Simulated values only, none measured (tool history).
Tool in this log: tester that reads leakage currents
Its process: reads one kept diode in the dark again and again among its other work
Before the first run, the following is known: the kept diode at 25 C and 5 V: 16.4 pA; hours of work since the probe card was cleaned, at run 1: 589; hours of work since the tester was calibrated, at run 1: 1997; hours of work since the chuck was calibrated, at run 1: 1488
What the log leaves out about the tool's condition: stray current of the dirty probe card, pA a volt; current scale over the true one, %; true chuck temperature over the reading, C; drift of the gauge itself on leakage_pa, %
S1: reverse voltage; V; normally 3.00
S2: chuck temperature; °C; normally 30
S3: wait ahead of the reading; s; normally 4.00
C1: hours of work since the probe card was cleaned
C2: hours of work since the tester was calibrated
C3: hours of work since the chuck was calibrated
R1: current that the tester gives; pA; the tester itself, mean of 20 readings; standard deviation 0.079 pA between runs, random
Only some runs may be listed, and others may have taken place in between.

{"run": 1, "hour": 0.0, "S1": 3.0, "S2": 30, "S3": 4.0, "C1": 589, "C2": 1997, "C3": 1488, "R1": 19.92}
{"run": 2, "hour": 73.8, "S1": 3.0, "S2": 30, "S3": 4.0, "C1": 637, "C2": 2045, "C3": 1536, "R1": 20.07}
{"hour": 164.1, "done": "chuck's temperature calibrated"}
{"run": 3, "hour": 165.3, "S1": 3.0, "S2": 30, "S3": 4.0, "C1": 695, "C2": 2103, "C3": 1, "R1": 18.52}
{"run": 4, "hour": 305.7, "S1": 3.0, "S2": 30, "S3": 4.0, "C1": 787, "C2": 2194, "C3": 92, "R1": 18.92}
{"run": 5, "hour": 429.1, "S1": 3.0, "S2": 30, "S3": 1.82, "C1": 867, "C2": 2275, "C3": 172, "R1": 19.15}
{"run": 6, "hour": 560.6, "S1": 3.0, "S2": 30, "S3": 1.82, "C1": 952, "C2": 2360, "C3": 258, "R1": 19.42}
{"run": 7, "hour": 691.1, "S1": 3.0, "S2": 30, "S3": 1.82, "C1": 1037, "C2": 2445, "C3": 343, "R1": 19.77}
{"run": 8, "hour": 777.2, "S1": 4.74, "S2": 30, "S3": 1.6, "C1": 1093, "C2": 2501, "C3": 399, "R1": 25.95}
{"hour": 804.7, "done": "chuck's temperature calibrated, once more"}
{"run": 9, "hour": 869.8, "S1": 3.0, "S2": 27, "S3": 0.55, "C1": 1152, "C2": 2560, "C3": 42, "R1": 22.58}
{"run": 10, "hour": 957.2, "S1": 3.0, "S2": 27, "S3": 0.55, "C1": 1209, "C2": 2617, "C3": 99, "R1": 22.81}
{"run": 11, "hour": 1092.7, "S1": 3.0, "S2": 27, "S3": 6.9, "C1": 1297, "C2": 2705, "C3": 187, "R1": 21.75}

Below are 3 alternative next runs, each starting from the tool's condition after run 11. Predict each:
{"hour": 1212.5, "done": "tester calibrated"}
{"hour": 1224.4, "done": "probe card cleaned and baked"}
{"run": "A", "hour": 1234.5, "S1": 1.75, "S2": 49, "S3": 6.9, "C1": 7, "C2": 12, "C3": 276, "R1": "?"}
{"hour": 1212.5, "done": "tester calibrated"}
{"hour": 1224.4, "done": "probe card cleaned and baked"}
{"run": "B", "hour": 1234.5, "S1": 12.24, "S2": 27, "S3": 6.9, "C1": 7, "C2": 12, "C3": 276, "R1": "?"}
{"hour": 1212.5, "done": "tester calibrated"}
{"hour": 1224.4, "done": "probe card cleaned and baked"}
{"run": "C", "hour": 1234.5, "S1": 3.69, "S2": 27, "S3": 6.9, "C1": 7, "C2": 12, "C3": 276, "R1": "?"}

run=A R1=64.32
run=B R1=27.12
run=C R1=16.85
Without the tool's unlogged condition, the same runs would have read:
run=A R1=66.28
run=B R1=27.94
run=C R1=17.40

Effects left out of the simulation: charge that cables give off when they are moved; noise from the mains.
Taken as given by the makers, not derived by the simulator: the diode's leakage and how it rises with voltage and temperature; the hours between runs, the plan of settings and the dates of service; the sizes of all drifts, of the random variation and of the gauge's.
